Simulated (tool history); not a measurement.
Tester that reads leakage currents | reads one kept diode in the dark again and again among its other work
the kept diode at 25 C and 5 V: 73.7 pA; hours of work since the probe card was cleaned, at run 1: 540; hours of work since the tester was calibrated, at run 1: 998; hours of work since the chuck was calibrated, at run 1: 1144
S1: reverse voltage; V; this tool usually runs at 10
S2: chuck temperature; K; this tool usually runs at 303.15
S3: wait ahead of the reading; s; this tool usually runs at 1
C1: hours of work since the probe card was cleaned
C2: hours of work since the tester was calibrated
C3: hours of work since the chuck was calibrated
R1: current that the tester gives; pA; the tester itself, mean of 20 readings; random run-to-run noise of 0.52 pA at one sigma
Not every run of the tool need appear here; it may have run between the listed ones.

{"run": 1, "hour": 0.0, "S1": 10, "S2": 303.15, "S3": 1, "C1": 540, "C2": 998, "C3": 1144, "R1": 186.26}
{"run": 2, "hour": 43.1, "S1": 10, "S2": 303.15, "S3": 1, "C1": 558, "C2": 1015, "C3": 1162, "R1": 188.02}
{"run": 3, "hour": 84.0, "S1": 10, "S2": 303.15, "S3": 1, "C1": 574, "C2": 1032, "C3": 1179, "R1": 186.99}
{"run": 4, "hour": 114.3, "S1": 10, "S2": 303.15, "S3": 1, "C1": 587, "C2": 1044, "C3": 1191, "R1": 187.6}
{"run": 5, "hour": 152.4, "S1": 10, "S2": 303.15, "S3": 1, "C1": 602, "C2": 1060, "C3": 1206, "R1": 187.76}
{"run": 6, "hour": 196.1, "S1": 10, "S2": 303.15, "S3": 1, "C1": 620, "C2": 1077, "C3": 1224, "R1": 188.75}
{"run": 7, "hour": 238.5, "S1": 10, "S2": 303.15, "S3": 1, "C1": 637, "C2": 1095, "C3": 1241, "R1": 189.04}
{"run": 8, "hour": 274.1, "S1": 2.4, "S2": 303.15, "S3": 1, "C1": 652, "C2": 1109, "C3": 1256, "R1": 84.15}
{"run": 9, "hour": 311.1, "S1": 2.4, "S2": 303.15, "S3": 1, "C1": 667, "C2": 1124, "C3": 1271, "R1": 84.03}
{"run": 10, "hour": 333.9, "S1": 2.4, "S2": 303.15, "S3": 1, "C1": 676, "C2": 1133, "C3": 1280, "R1": 84.15}
{"run": 11, "hour": 377.6, "S1": 10, "S2": 303.15, "S3": 1, "C1": 694, "C2": 1151, "C3": 1298, "R1": 188.33}
{"run": 12, "hour": 418.2, "S1": 10, "S2": 303.15, "S3": 1, "C1": 710, "C2": 1168, "C3": 1315, "R1": 190.08}
{"run": 13, "hour": 462.8, "S1": 10, "S2": 303.15, "S3": 1, "C1": 729, "C2": 1186, "C3": 1333, "R1": 189.81}
{"run": 14, "hour": 507.6, "S1": 10, "S2": 303.15, "S3": 1, "C1": 747, "C2": 1204, "C3": 1351, "R1": 190.28}
{"run": 15, "hour": 552.0, "S1": 10, "S2": 303.15, "S3": 1, "C1": 765, "C2": 1222, "C3": 1369, "R1": 191.29}
{"run": 16, "hour": 574.4, "S1": 10, "S2": 303.15, "S3": 1, "C1": 774, "C2": 1231, "C3": 1378, "R1": 191.29}
{"run": 17, "hour": 610.7, "S1": 10, "S2": 303.15, "S3": 5.12, "C1": 789, "C2": 1246, "C3": 1393, "R1": 187.61}
{"hour": 615.8, "done": "probe card cleaned and baked"}
{"run": 18, "hour": 641.1, "S1": 10, "S2": 303.15, "S3": 1, "C1": 10, "C2": 1257, "C3": 1404, "R1": 195.73}
{"run": 19, "hour": 673.7, "S1": 10, "S2": 303.15, "S3": 1, "C1": 24, "C2": 1270, "C3": 1417, "R1": 195.58}
{"hour": 707.7, "done": "probe card cleaned and baked, once more"}
{"run": 20, "hour": 707.8, "S1": 10, "S2": 303.15, "S3": 1, "C1": 0, "C2": 1283, "C3": 1430, "R1": 185.23}
{"run": 21, "hour": 740.0, "S1": 1.3, "S2": 303.15, "S3": 0.59, "C1": 13, "C2": 1296, "C3": 1443, "R1": 59.77}
{"run": 22, "hour": 764.6, "S1": 1.8, "S2": 303.15, "S3": 1, "C1": 23, "C2": 1306, "C3": 1453, "R1": 71.43}
{"run": 23, "hour": 798.2, "S1": 10.3, "S2": 318.15, "S3": 1, "C1": 37, "C2": 1320, "C3": 1467, "R1": 634.04}
{"run": 24, "hour": 816.7, "S1": 10.3, "S2": 318.15, "S3": 1, "C1": 44, "C2": 1327, "C3": 1474, "R1": 638.8}
{"run": 25, "hour": 859.1, "S1": 10.3, "S2": 318.15, "S3": 2.5, "C1": 62, "C2": 1344, "C3": 1491, "R1": 636.64}
{"run": 26, "hour": 885.1, "S1": 10.3, "S2": 318.15, "S3": 2.5, "C1": 72, "C2": 1355, "C3": 1502, "R1": 635.42}
{"run": 27, "hour": 908.6, "S1": 5.5, "S2": 307.15, "S3": 2.5, "C1": 82, "C2": 1365, "C3": 1512, "R1": 185.45}
{"run": 28, "hour": 942.4, "S1": 10, "S2": 303.15, "S3": 2.83, "C1": 95, "C2": 1378, "C3": 1525, "R1": 184.07}
{"run": 29, "hour": 974.2, "S1": 10, "S2": 303.15, "S3": 2.83, "C1": 108, "C2": 1391, "C3": 1538, "R1": 184}
{"run": 30, "hour": 1013.8, "S1": 9.3, "S2": 302.15, "S3": 7.59, "C1": 124, "C2": 1407, "C3": 1554, "R1": 160.87}
{"run": 31, "hour": 1036.4, "S1": 1.2, "S2": 296.15, "S3": 1.76, "C1": 134, "C2": 1417, "C3": 1564, "R1": 30.86}
{"run": 32, "hour": 1065.6, "S1": 3, "S2": 304.15, "S3": 1.24, "C1": 146, "C2": 1428, "C3": 1575, "R1": 103.78}
{"run": 33, "hour": 1087.0, "S1": 3, "S2": 304.15, "S3": 1.24, "C1": 154, "C2": 1437, "C3": 1584, "R1": 103.89}
{"run": 34, "hour": 1122.6, "S1": 3, "S2": 304.15, "S3": 1.24, "C1": 169, "C2": 1452, "C3": 1599, "R1": 103.94}
{"run": 35, "hour": 1156.0, "S1": 10, "S2": 315.15, "S3": 1.15, "C1": 182, "C2": 1465, "C3": 1612, "R1": 497.21}
{"run": 36, "hour": 1189.2, "S1": 2, "S2": 326.15, "S3": 1, "C1": 196, "C2": 1479, "C3": 1626, "R1": 477.66}
{"run": 37, "hour": 1210.0, "S1": 2, "S2": 326.15, "S3": 1, "C1": 204, "C2": 1487, "C3": 1634, "R1": 476.8}
{"run": 38, "hour": 1236.9, "S1": 5.1, "S2": 295.15, "S3": 0.99, "C1": 215, "C2": 1498, "C3": 1645, "R1": 64.54}
{"run": 39, "hour": 1279.5, "S1": 5.1, "S2": 295.15, "S3": 0.99, "C1": 233, "C2": 1515, "C3": 1662, "R1": 64.99}

What if the next run were any one of these 3? Each begins from the tool's condition after run 39:
{"run": "A", "hour": 1302.9, "S1": 1.7, "S2": 310.15, "S3": 0.33, "C1": 242, "C2": 1525, "C3": 1672, "R1": "?"}
{"run": "B", "hour": 1302.9, "S1": 8.6, "S2": 331.15, "S3": 0.99, "C1": 242, "C2": 1525, "C3": 1672, "R1": "?"}
{"run": "C", "hour": 1302.9, "S1": 5.1, "S2": 295.15, "S3": 9.47, "C1": 242, "C2": 1525, "C3": 1672, "R1": "?"}

run=A R1=126.36
run=B R1=1546
run=C R1=63.32
Without the tool's unlogged condition, the same runs would have read:
run=A R1=116.07
run=B R1=1433.62
run=C R1=56.85

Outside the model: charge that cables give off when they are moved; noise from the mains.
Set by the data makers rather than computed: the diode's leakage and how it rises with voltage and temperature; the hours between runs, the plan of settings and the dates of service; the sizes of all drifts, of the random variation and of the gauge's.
